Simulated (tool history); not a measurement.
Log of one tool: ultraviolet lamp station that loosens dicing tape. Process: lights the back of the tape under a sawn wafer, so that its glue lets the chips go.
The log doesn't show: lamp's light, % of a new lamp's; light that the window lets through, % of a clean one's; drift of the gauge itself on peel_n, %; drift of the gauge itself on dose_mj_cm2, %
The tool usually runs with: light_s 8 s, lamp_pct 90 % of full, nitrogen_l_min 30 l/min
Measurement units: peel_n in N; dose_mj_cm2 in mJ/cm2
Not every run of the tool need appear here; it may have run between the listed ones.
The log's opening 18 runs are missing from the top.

| run | hour | light_s | lamp_pct | nitrogen_l_min | hours of work of the lamp | hours of work since the window was cleaned | peel_n | dose_mj_cm2 |
|---|---|---|---|---|---|---|---|---|
| 19 | 159.9 | 8 | 87 | 30 | 523 | 534 | 0.177 | 304 |
| 20 | 167.2 | 8 | 87 | 30 | 529 | 539 | 0.182 | 310 |
| 21 | 174.8 | 8 | 90 | 30 | 535 | 546 | 0.17 | 315 |
| 22 | 184.5 | 8 | 90 | 30 | 543 | 553 | 0.173 | 316 |
| 23 | 191.6 | 4 | 90 | 30 | 548 | 559 | 0.654 | 158 |
|  | 195.9 | window cleaned of glue's vapour |
| 24 | 199.5 | 8 | 94 | 16 | 554 | 3 | 0.245 | 348 |
| 25 | 211.1 | 6 | 79 | 36 | 563 | 12 | 0.321 | 221 |
| 26 | 223.2 | 6 | 71 | 55 | 573 | 22 | 0.303 | 193 |
| 27 | 236.1 | 5 | 96 | 55 | 583 | 32 | 0.234 | 219 |
| 28 | 246.7 | 5 | 96 | 55 | 592 | 40 | 0.228 | 220 |
| 29 | 252.1 | 5 | 96 | 55 | 596 | 45 | 0.226 | 219 |
| 30 | 259.7 | 5 | 96 | 55 | 602 | 51 | 0.24 | 216 |
| 31 | 272.6 | 6 | 84 | 21 | 612 | 61 | 0.439 | 226 |
| 32 | 278.2 | 6 | 84 | 21 | 617 | 66 | 0.443 | 228 |
| 33 | 289.9 | 6 | 84 | 21 | 626 | 75 | 0.456 | 223 |
| 34 | 300.6 | 8 | 84 | 21 | 635 | 83 | 0.257 | 300 |
| 35 | 312.4 | 8 | 64 | 17 | 644 | 93 | 0.523 | 229 |
| 36 | 319.2 | 5 | 71 | 23 | 649 | 98 | 0.82 | 157 |
| 37 | 325.5 | 6 | 82 | 30 | 654 | 103 | 0.338 | 216 |

Run 38 is up next; what results do you expect?
| 38 | 338.1 | 6 | 82 | 30 | 664 | 113 | ? | ? |

{"run 38": {"peel_n": 0.353, "dose_mj_cm2": 214}}
Minus the tool's unlogged condition, the same run would have read peel_n 0.231 N, dose_mj_cm2 264 mJ/cm2.
